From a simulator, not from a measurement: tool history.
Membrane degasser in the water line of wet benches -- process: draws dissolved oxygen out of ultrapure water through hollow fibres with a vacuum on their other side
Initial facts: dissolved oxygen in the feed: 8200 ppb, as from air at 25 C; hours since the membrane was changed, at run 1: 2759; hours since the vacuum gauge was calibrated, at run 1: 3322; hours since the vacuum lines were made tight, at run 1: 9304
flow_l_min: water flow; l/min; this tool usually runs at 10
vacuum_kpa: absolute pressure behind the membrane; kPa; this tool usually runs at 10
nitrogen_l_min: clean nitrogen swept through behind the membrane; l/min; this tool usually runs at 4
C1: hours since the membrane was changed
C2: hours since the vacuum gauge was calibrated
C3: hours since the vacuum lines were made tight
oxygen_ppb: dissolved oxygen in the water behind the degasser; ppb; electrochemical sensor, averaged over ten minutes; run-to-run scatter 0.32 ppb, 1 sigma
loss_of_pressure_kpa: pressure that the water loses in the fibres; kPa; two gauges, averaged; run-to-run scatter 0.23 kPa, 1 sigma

Run 1, hour 0: usual settings; C1 2759; C2 3322; C3 9304. Result: oxygen_ppb 44.1 ppb, loss_of_pressure_kpa 59.35 kPa.
Run 2, hour 67.6: usual settings but flow_l_min 9 l/min; C1 2827; C2 3389; C3 9372. Result: oxygen_ppb 39.5 ppb, loss_of_pressure_kpa 53.03 kPa.
Run 3, hour 140: usual settings but flow_l_min 9 l/min; C1 2899; C2 3462; C3 9444. Result: oxygen_ppb 39.8 ppb, loss_of_pressure_kpa 53.34 kPa.
Run 4, hour 194.8: usual settings but flow_l_min 9 l/min; C1 2954; C2 3517; C3 9499. Result: oxygen_ppb 39.6 ppb, loss_of_pressure_kpa 53.4 kPa.
Run 5, hour 244.5: usual settings but vacuum_kpa 13.2 kPa; C1 3004; C2 3566; C3 9549. Result: oxygen_ppb 64.1 ppb, loss_of_pressure_kpa 58.9 kPa.
Run 6, hour 287.3: usual settings; C1 3047; C2 3609; C3 9592. Result: oxygen_ppb 45 ppb, loss_of_pressure_kpa 59.39 kPa.
Run 7, hour 357: usual settings; C1 3116; C2 3679; C3 9661. Result: oxygen_ppb 43.6 ppb, loss_of_pressure_kpa 59.68 kPa.
Run 8, hour 429.8: usual settings but nitrogen_l_min 6.02 l/min; C1 3189; C2 3752; C3 9734. Result: oxygen_ppb 30.8 ppb, loss_of_pressure_kpa 59.73 kPa.
Run 9, hour 487: usual settings but vacuum_kpa 7 kPa, nitrogen_l_min 6.02 l/min; C1 3246; C2 3809; C3 9791. Result: oxygen_ppb 18 ppb, loss_of_pressure_kpa 59.51 kPa.
Run 10, hour 566.2: usual settings but vacuum_kpa 7 kPa, nitrogen_l_min 1.84 l/min; C1 3325; C2 3888; C3 9870. Result: oxygen_ppb 52.4 ppb, loss_of_pressure_kpa 60.25 kPa.
Run 11, hour 607.8: usual settings but vacuum_kpa 7 kPa, nitrogen_l_min 1.84 l/min; C1 3367; C2 3930; C3 9912. Result: oxygen_ppb 52.4 ppb, loss_of_pressure_kpa 60.18 kPa.
Run 12, hour 696.3: usual settings but vacuum_kpa 18.4 kPa, nitrogen_l_min 6.42 l/min; C1 3456; C2 4018; C3 10001. Result: oxygen_ppb 61.5 ppb, loss_of_pressure_kpa 59.9 kPa.
At hour 722.1: gauge calibrated.
Run 13, hour 755.3: usual settings but flow_l_min 11 l/min, nitrogen_l_min 3.16 l/min; C1 3515; C2 4077; C3 10060. Result: oxygen_ppb 61.3 ppb, loss_of_pressure_kpa 64.6 kPa.
Run 14, hour 794.9: usual settings but flow_l_min 8 l/min, vacuum_kpa 10.3 kPa; C1 3554; C2 4117; C3 10099. Result: oxygen_ppb 36.3 ppb, loss_of_pressure_kpa 47.17 kPa.

Alternative continuations, all from the tool just after run 14; predict every row:
Run A, hour 864: usual settings but flow_l_min 8 l/min, vacuum_kpa 20.9 kPa, nitrogen_l_min 2.32 l/min; C1 3623; C2 4186; C3 10168. Result: oxygen_ppb ?, loss_of_pressure_kpa ?.
Run B, hour 864: usual settings but flow_l_min 7 l/min, vacuum_kpa 16.4 kPa, nitrogen_l_min 5.62 l/min; C1 3623; C2 4186; C3 10168. Result: oxygen_ppb ?, loss_of_pressure_kpa ?.
Run C, hour 864: usual settings but flow_l_min 8 l/min, vacuum_kpa 16.7 kPa; C1 3623; C2 4186; C3 10168. Result: oxygen_ppb ?, loss_of_pressure_kpa ?.
Run D, hour 864: usual settings but flow_l_min 8 l/min, vacuum_kpa 9.5 kPa, nitrogen_l_min 10.41 l/min; C1 3623; C2 4186; C3 10168. Result: oxygen_ppb ?, loss_of_pressure_kpa ?.
Run E, hour 864: usual settings but flow_l_min 15 l/min, vacuum_kpa 8.8 kPa, nitrogen_l_min 2.49 l/min; C1 3623; C2 4186; C3 10168. Result: oxygen_ppb ?, loss_of_pressure_kpa ?.

run  oxygen_ppb  loss_of_pressure_kpa
  A       148.6                 46.96
  B        41.7                 41.81
  C        67.3                 47.68
  D        13.2                 47.18
  E        91.9                 88.72
Without the tool's unlogged condition, the same runs would have read:
run  oxygen_ppb  loss_of_pressure_kpa
  A       148.4                 46.74
  B        41.6                 41.62
  C        67.2                 47.47
  D        13.1                 46.97
  E        91.8                 88.32
